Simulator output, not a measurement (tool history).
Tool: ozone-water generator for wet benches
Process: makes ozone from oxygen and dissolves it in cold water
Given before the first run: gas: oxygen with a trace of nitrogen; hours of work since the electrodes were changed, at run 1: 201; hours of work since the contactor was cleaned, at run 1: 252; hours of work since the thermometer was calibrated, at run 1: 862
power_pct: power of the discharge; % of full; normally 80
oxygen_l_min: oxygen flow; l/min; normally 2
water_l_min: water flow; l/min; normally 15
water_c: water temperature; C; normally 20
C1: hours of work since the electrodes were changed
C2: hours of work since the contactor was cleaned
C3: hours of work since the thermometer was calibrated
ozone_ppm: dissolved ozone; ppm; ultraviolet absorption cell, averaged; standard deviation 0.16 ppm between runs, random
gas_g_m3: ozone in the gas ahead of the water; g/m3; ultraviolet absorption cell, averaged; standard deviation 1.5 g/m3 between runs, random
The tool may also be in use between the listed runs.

run 1 day=0 | power_pct=80 oxygen_l_min=2 water_l_min=15 water_c=20 | C1=201 C2=252 C3=862 | ozone_ppm=20.3 gas_g_m3=284.7
run 2 day=1.417 | power_pct=80 oxygen_l_min=2 water_l_min=15 water_c=20 | C1=223 C2=274 C3=884 | ozone_ppm=20.1 gas_g_m3=286.7
run 3 day=3.454 | power_pct=80 oxygen_l_min=2 water_l_min=15 water_c=20 | C1=255 C2=305 C3=915 | ozone_ppm=20.4 gas_g_m3=286.5
run 4 day=4.712 | power_pct=80 oxygen_l_min=2 water_l_min=15 water_c=20 | C1=274 C2=325 C3=934 | ozone_ppm=20.3 gas_g_m3=284.2
run 5 day=6.504 | power_pct=80 oxygen_l_min=2 water_l_min=14 water_c=20 | C1=302 C2=352 C3=962 | ozone_ppm=21.4 gas_g_m3=284.8
run 6 day=8.008 | power_pct=80 oxygen_l_min=2 water_l_min=14 water_c=19 | C1=325 C2=376 C3=985 | ozone_ppm=21.7 gas_g_m3=286.4
run 7 day=9.221 | power_pct=49 oxygen_l_min=2 water_l_min=14 water_c=19 | C1=344 C2=394 C3=1004 | ozone_ppm=15 gas_g_m3=197.5
run 8 day=11.55 | power_pct=80 oxygen_l_min=2 water_l_min=15 water_c=16 | C1=379 C2=430 C3=1040 | ozone_ppm=20.6 gas_g_m3=283.8
run 9 day=13.629 | power_pct=80 oxygen_l_min=2 water_l_min=15 water_c=20 | C1=411 C2=462 C3=1072 | ozone_ppm=20.2 gas_g_m3=282.1
run 10 day=14.738 | power_pct=80 oxygen_l_min=2 water_l_min=15 water_c=20 | C1=429 C2=479 C3=1089 | ozone_ppm=20.2 gas_g_m3=286.8
run 11 day=16.754 | power_pct=80 oxygen_l_min=2 water_l_min=15 water_c=20 | C1=460 C2=510 C3=1120 | ozone_ppm=20.2 gas_g_m3=283.3
run 12 day=19.212 | power_pct=80 oxygen_l_min=2 water_l_min=15 water_c=13 | C1=497 C2=548 C3=1158 | ozone_ppm=21.6 gas_g_m3=283.3
run 13 day=21.033 | power_pct=80 oxygen_l_min=2 water_l_min=11 water_c=20 | C1=526 C2=576 C3=1186 | ozone_ppm=26.2 gas_g_m3=284.2
run 14 day=23.462 | power_pct=80 oxygen_l_min=2 water_l_min=21 water_c=17 | C1=563 C2=614 C3=1223 | ozone_ppm=15.2 gas_g_m3=282
run 15 day=25.883 | power_pct=65 oxygen_l_min=1.07 water_l_min=15 water_c=20 | C1=600 C2=651 C3=1261 | ozone_ppm=13.3 gas_g_m3=296.5
run 16 day=27.025 | power_pct=95 oxygen_l_min=2 water_l_min=9 water_c=13 | C1=618 C2=669 C3=1278 | ozone_ppm=37.5 gas_g_m3=323
run 17 day=28.192 | power_pct=95 oxygen_l_min=2 water_l_min=9 water_c=13 | C1=636 C2=687 C3=1296 | ozone_ppm=37.2 gas_g_m3=323.3
run 18 day=29.383 | power_pct=95 oxygen_l_min=1.6 water_l_min=12 water_c=24 | C1=654 C2=705 C3=1315 | ozone_ppm=24.2 gas_g_m3=344.7
run 19 day=31.438 | power_pct=85 oxygen_l_min=2 water_l_min=15 water_c=13 | C1=686 C2=737 C3=1346 | ozone_ppm=22.5 gas_g_m3=293.1
run 20 day=33.708 | power_pct=80 oxygen_l_min=1.27 water_l_min=18 water_c=20 | C1=721 C2=772 C3=1381 | ozone_ppm=14 gas_g_m3=325.6
run 21 day=35.462 | power_pct=80 oxygen_l_min=1.27 water_l_min=18 water_c=20 | C1=748 C2=799 C3=1408 | ozone_ppm=14.3 gas_g_m3=324.2

Forecast run 22:
run 22 day=36.533 | power_pct=80 oxygen_l_min=1.27 water_l_min=18 water_c=20 | C1=764 C2=815 C3=1425 | ozone_ppm=? gas_g_m3=?

{"run 22": {"ozone_ppm": 14, "gas_g_m3": 328.2}}
Had the tool carried no hidden state, the very same run would have given ozone_ppm 14.3 ppm, gas_g_m3 331.5 g/m3.
